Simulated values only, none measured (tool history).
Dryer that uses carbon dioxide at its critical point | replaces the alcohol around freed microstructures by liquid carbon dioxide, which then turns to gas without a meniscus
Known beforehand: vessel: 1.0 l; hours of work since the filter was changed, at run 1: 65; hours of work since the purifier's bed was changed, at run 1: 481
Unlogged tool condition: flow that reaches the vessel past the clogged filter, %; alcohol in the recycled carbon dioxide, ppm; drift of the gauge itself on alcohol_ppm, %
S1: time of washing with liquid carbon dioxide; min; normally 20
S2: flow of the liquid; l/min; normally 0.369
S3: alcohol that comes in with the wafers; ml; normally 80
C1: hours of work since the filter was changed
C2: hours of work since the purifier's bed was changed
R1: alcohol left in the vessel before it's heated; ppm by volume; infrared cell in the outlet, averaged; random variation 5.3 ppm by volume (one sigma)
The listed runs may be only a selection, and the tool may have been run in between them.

run   hour  S1     S2  S3   C1   C2    R1
  1    0.0  20  0.369  80   65  481   192
  2   33.5  12  0.369  80   79  496  1818
  3   71.7  20  0.369  80   96  512   211
  4  111.5  20  0.369  80  113  530   217
  5  138.1  20  0.369  80  124  541   224
  6  175.5  20  0.369  80  141  557   217
  7  224.5  20  0.369  80  162  578   231
  8  283.6  20  0.297  80  187  604   687
  9  321.9  20  0.369  80  204  620   256
 10  349.8  20  0.369  80  216  632   246
 11  380.0  20  0.347  80  229  645   336
 12  430.4  20  0.347  80  250  667   349
     449.8  -- inlet filter changed
 13  472.2  20  0.369  23   10  685   124
 14  499.4  14  0.306  23   21  696   646
     515.6  -- purifier's bed changed
 15  535.4  17  0.524  33   36    9    26
 16  572.7  29  0.405  35   52   25     9
 17  622.9  29  0.405  35   73   46    13
 18  651.4  29  0.603  74   86   59     7
 19  683.2  13  0.573  80   99   72   114
 20  725.0  13  0.573  80  117   90   112
 21  766.8  20  0.564  80  135  108    23
 22  820.1  29  0.505  80  158  131    18
 23  855.6  15  0.369  73  174  147   711
 24  904.4  29  0.553  74  195  168    34
 25  963.3  18  0.369  80  220  193   355

Each row is a separate what-if for the run after 25, all from the same tool condition, not one after another. Results?
  A  993.3  23  0.369  28  233  206   ?
  B  993.3  15  0.369  80  233  206   ?
  C  993.3  15  0.369  85  233  206   ?
  D  993.3  30  0.369  24  233  206   ?
  E  993.3  16  0.589  80  233  206   ?

run   R1
  A   55
  B  853
  C  915
  D   37
  E   52
Without the tool's unlogged condition, the same runs would have read:
run   R1
  A   18
  B  597
  C  640
  D    9
  E   14

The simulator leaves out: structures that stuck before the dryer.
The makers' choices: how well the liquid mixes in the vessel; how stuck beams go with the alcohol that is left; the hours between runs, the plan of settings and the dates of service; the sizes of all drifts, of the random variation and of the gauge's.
